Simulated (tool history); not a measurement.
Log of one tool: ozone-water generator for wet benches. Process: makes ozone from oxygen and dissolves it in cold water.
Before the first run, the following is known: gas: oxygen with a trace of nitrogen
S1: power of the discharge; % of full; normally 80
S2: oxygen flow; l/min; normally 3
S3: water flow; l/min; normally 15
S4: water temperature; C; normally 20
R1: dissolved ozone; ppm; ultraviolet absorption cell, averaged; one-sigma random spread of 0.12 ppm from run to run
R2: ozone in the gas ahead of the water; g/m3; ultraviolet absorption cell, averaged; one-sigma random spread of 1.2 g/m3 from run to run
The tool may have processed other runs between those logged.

run	day	S1	S2	S3	S4	R1	R2
1	0	80	3	15	20	17.4	222.4
2	1.704	80	2.58	15	20	16.5	233.1
3	3.538	80	3	16	20	16.7	225
4	5.55	80	3	15	20	17.4	224
5	6.554	80	3	15	20	17.4	224.3
6	8.146	80	3	15	20	17.2	224.1
7	9.229	80	3	15	20	17.1	222.6
8	10.638	80	3	15	20	17.3	220.8
9	11.962	80	3	15	20	17.4	223
10	13.792	80	3	15	20	17.4	222.6
11	15.433	80	3	15	20	17.5	219.2
12	16.975	80	3	15	20	17.2	222.3
13	18.567	80	3	15	20	17.4	222.2
14	19.779	80	3	15	20	17.2	222
15	21.975	60	3	15	20	14.1	181.5
16	24.104	60	3	15	23	13.6	179.2
17	26.104	60	3	15	23	13.6	177.5
18	27.575	60	3.73	15	23	14.4	167.6
19	29.55	47	3.3	10	23	15.7	146
20	30.571	90	2.48	15	18	17.9	253.4
21	31.946	63	3	22	20	10.1	184.9
22	34.075	63	3.3	10	16	21.9	178.4
23	35.892	63	3.3	10	16	22.2	179.3
24	37.896	66	3.48	15	28	13.9	181.5
25	38.954	66	3.48	15	28	13.9	183.7
26	39.854	66	3.48	15	28	13.9	182.8
27	41.554	66	3.48	15	28	14	182.7
28	43.171	66	3.48	15	28	14.1	181.1
# day 43.488: gauge calibrated
29	44.504	80	3	11	20	22.3	222.4
30	45.933	80	3.53	11	16	24.5	213.8
31	47.804	65	1.9	15	20	12.8	223.9
32	49.521	80	3.56	10	20	24.8	210.5
33	51.479	90	3.92	16	23	18.3	221.4

Branching from run 33: 4 alternative next runs. What would each branch give?
A	53.55	41	3.92	16	23	?	?
B	53.55	49	3.48	16	18	?	?
C	53.55	95	3.92	20	19	?	?
D	53.55	56	3	15	14	?	?

run	R1	R2
A	10.6	129.2
B	12.6	151.6
C	16.8	233.3
D	14.5	172
Without the tool's hidden state the same runs would have given:
run	R1	R2
A	10.6	130.2
B	12.6	152.7
C	16.9	235
D	14.6	173.2

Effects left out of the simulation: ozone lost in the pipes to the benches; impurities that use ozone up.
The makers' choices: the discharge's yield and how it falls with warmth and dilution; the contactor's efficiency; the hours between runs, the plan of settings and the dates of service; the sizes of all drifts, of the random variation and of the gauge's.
